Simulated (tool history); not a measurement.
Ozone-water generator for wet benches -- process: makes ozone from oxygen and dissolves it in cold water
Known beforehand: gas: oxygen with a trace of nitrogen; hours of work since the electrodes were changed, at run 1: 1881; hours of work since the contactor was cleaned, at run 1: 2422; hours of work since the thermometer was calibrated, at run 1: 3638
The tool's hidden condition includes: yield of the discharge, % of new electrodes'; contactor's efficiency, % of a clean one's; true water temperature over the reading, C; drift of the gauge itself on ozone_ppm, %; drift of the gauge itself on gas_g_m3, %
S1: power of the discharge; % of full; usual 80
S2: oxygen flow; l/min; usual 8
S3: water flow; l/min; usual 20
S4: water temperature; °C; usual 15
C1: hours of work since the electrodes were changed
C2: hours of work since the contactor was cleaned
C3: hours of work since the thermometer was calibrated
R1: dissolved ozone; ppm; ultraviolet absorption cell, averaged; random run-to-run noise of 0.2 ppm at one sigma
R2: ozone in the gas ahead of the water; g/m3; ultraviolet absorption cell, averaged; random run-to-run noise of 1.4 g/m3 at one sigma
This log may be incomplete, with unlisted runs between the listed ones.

run 1 hour=0 | S1=80 S2=8 S3=20 S4=15 | C1=1881 C2=2422 C3=3638 | R1=29.7 R2=254.6
run 2 hour=115.6 | S1=80 S2=8 S3=20 S4=11 | C1=1961 C2=2502 C3=3719 | R1=32 R2=256.8
run 3 hour=175 | S1=80 S2=8 S3=20 S4=11 | C1=2002 C2=2543 C3=3760 | R1=31.8 R2=254.3
run 4 hour=300 | S1=80 S2=8 S3=20 S4=21 | C1=2089 C2=2629 C3=3846 | R1=26.6 R2=256.1
run 5 hour=437.6 | S1=80 S2=8 S3=20 S4=15 | C1=2184 C2=2725 C3=3942 | R1=29.5 R2=257
run 6 hour=543.7 | S1=80 S2=8 S3=20 S4=10 | C1=2257 C2=2798 C3=4015 | R1=32.2 R2=256.5
run 7 hour=659.6 | S1=80 S2=8 S3=20 S4=15 | C1=2338 C2=2879 C3=4095 | R1=29.6 R2=259.1
run 8 hour=796.8 | S1=80 S2=8 S3=13 S4=15 | C1=2433 C2=2974 C3=4191 | R1=41.3 R2=258.5
-- hour=827 contactor cleaned
run 9 hour=874.6 | S1=80 S2=8 S3=13 S4=15 | C1=2484 C2=33 C3=4242 | R1=41.9 R2=259.1
run 10 hour=995.5 | S1=80 S2=8 S3=13 S4=15 | C1=2568 C2=117 C3=4325 | R1=41.9 R2=259.9
run 11 hour=1130.3 | S1=80 S2=8 S3=13 S4=15 | C1=2661 C2=210 C3=4419 | R1=41.8 R2=259.7
-- hour=1207.7 gauge calibrated
run 12 hour=1263.9 | S1=80 S2=8 S3=13 S4=15 | C1=2754 C2=303 C3=4511 | R1=41.6 R2=252.8
run 13 hour=1385 | S1=80 S2=8 S3=21 S4=15 | C1=2838 C2=387 C3=4595 | R1=28.5 R2=254.1
run 14 hour=1476.5 | S1=80 S2=8 S3=20 S4=15 | C1=2901 C2=450 C3=4659 | R1=29.8 R2=258.3
run 15 hour=1563.4 | S1=80 S2=8 S3=20 S4=15 | C1=2961 C2=510 C3=4719 | R1=29.9 R2=256.1
run 16 hour=1696.8 | S1=80 S2=8 S3=20 S4=15 | C1=3054 C2=603 C3=4811 | R1=30 R2=257.2
run 17 hour=1816.5 | S1=80 S2=8 S3=20 S4=15 | C1=3137 C2=686 C3=4894 | R1=29.3 R2=258
-- hour=1846.5 water thermometer calibrated
run 18 hour=1879.3 | S1=58 S2=5.75 S3=20 S4=15 | C1=3180 C2=729 C3=23 | R1=22.8 R2=231.6
run 19 hour=2017.7 | S1=41 S2=5.75 S3=29 S4=15 | C1=3276 C2=825 C3=119 | R1=11.7 R2=176.2
run 20 hour=2134.9 | S1=41 S2=12.04 S3=20 S4=15 | C1=3357 C2=906 C3=200 | R1=16.8 R2=123.6
run 21 hour=2236 | S1=80 S2=13.19 S3=20 S4=15 | C1=3427 C2=976 C3=270 | R1=28.3 R2=207.1
run 22 hour=2316.1 | S1=80 S2=13.19 S3=20 S4=15 | C1=3482 C2=1031 C3=325 | R1=28.5 R2=206.5
run 23 hour=2408.8 | S1=46 S2=13.19 S3=14 S4=12 | C1=3547 C2=1096 C3=390 | R1=25.2 R2=131.6
run 24 hour=2469.9 | S1=77 S2=5.01 S3=14 S4=12 | C1=3589 C2=1138 C3=432 | R1=40.7 R2=315.3
run 25 hour=2592.4 | S1=77 S2=5.01 S3=14 S4=12 | C1=3674 C2=1223 C3=517 | R1=40.8 R2=318.9
run 26 hour=2671 | S1=80 S2=4.12 S3=20 S4=15 | C1=3728 C2=1277 C3=571 | R1=28.2 R2=359.8
run 27 hour=2742.2 | S1=68 S2=11.33 S3=29 S4=14 | C1=3778 C2=1327 C3=621 | R1=18.9 R2=197
run 28 hour=2832.7 | S1=68 S2=11.33 S3=29 S4=14 | C1=3840 C2=1389 C3=683 | R1=18.8 R2=196.6
run 29 hour=2901.8 | S1=80 S2=8 S3=18 S4=21 | C1=3888 C2=1437 C3=731 | R1=29.3 R2=264.8
run 30 hour=2962.9 | S1=80 S2=8 S3=13 S4=21 | C1=3931 C2=1480 C3=774 | R1=36.8 R2=265.6
run 31 hour=3087.8 | S1=62 S2=8 S3=13 S4=22 | C1=4017 C2=1566 C3=860 | R1=29.2 R2=216.2
run 32 hour=3233 | S1=80 S2=8 S3=20 S4=9 | C1=4118 C2=1667 C3=961 | R1=32.3 R2=264.3
run 33 hour=3294.9 | S1=80 S2=8 S3=20 S4=9 | C1=4161 C2=1710 C3=1004 | R1=32.8 R2=265.6

Alternative continuations, all from the tool just after run 33; predict every row:
run A hour=3373.7 | S1=77 S2=5.9 S3=20 S4=12 | C1=4215 C2=1764 C3=1058 | R1=? R2=?
run B hour=3373.7 | S1=80 S2=7.23 S3=12 S4=19 | C1=4215 C2=1764 C3=1058 | R1=? R2=?
run C hour=3373.7 | S1=80 S2=5.29 S3=20 S4=9 | C1=4215 C2=1764 C3=1058 | R1=? R2=?

run=A R1=30 R2=298.4
run=B R1=40.8 R2=282.1
run=C R1=31.4 R2=327.3
With the hidden condition removed and each run's random variation left untouched, the same runs would have given:
run=A R1=30.1 R2=284.2
run=B R1=40.9 R2=268.7
run=C R1=31.5 R2=311.7
